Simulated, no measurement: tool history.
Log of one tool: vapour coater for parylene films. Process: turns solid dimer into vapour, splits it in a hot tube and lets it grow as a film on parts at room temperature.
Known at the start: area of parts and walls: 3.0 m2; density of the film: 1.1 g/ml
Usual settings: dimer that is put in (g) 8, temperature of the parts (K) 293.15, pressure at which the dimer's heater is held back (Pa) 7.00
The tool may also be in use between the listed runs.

run	day	dimer that is put in (g)	temperature of the parts (K)	pressure at which the dimer's heater is held back (Pa)	thickness of the film (µm)
1	0.000	8	293.15	7.00	1.03
2	0.625	8	293.15	7.00	1.03
3	1.604	6	293.15	7.00	0.76
4	2.467	6	293.15	7.00	0.82
5	3.308	6	293.15	7.00	0.80
6	3.942	8	293.15	7.00	1.09
7	4.825	8	293.15	7.00	1.03
8	5.400	8	293.15	7.00	1.06
9	6.258	8	293.15	7.00	1.06
10	6.812	8	293.15	7.00	1.09
11	7.338	5	293.15	7.00	0.65
12	7.938	6	297.15	7.00	0.72
13	8.404	8	304.15	2.85	0.88
14	9.046	8	302.15	2.49	0.94
15	9.692	8	302.15	2.49	0.93
16	10.267	5	293.15	4.71	0.70
17	10.962	12	304.15	5.87	1.20

5 ways to go on from here, each from the tool as it stands after run 17. What would each give?
A	11.492	5	304.15	5.87	?
B	11.492	4	299.15	2.81	?
C	11.492	12	302.15	5.87	?
D	11.492	3	302.15	8.24	?
E	11.492	12	304.15	5.45	?

run	thickness of the film (µm)
A	0.49
B	0.52
C	1.27
D	0.30
E	1.24
Without the tool's hidden state the same runs would have given:
run	thickness of the film (µm)
A	0.49
B	0.52
C	1.28
D	0.30
E	1.25

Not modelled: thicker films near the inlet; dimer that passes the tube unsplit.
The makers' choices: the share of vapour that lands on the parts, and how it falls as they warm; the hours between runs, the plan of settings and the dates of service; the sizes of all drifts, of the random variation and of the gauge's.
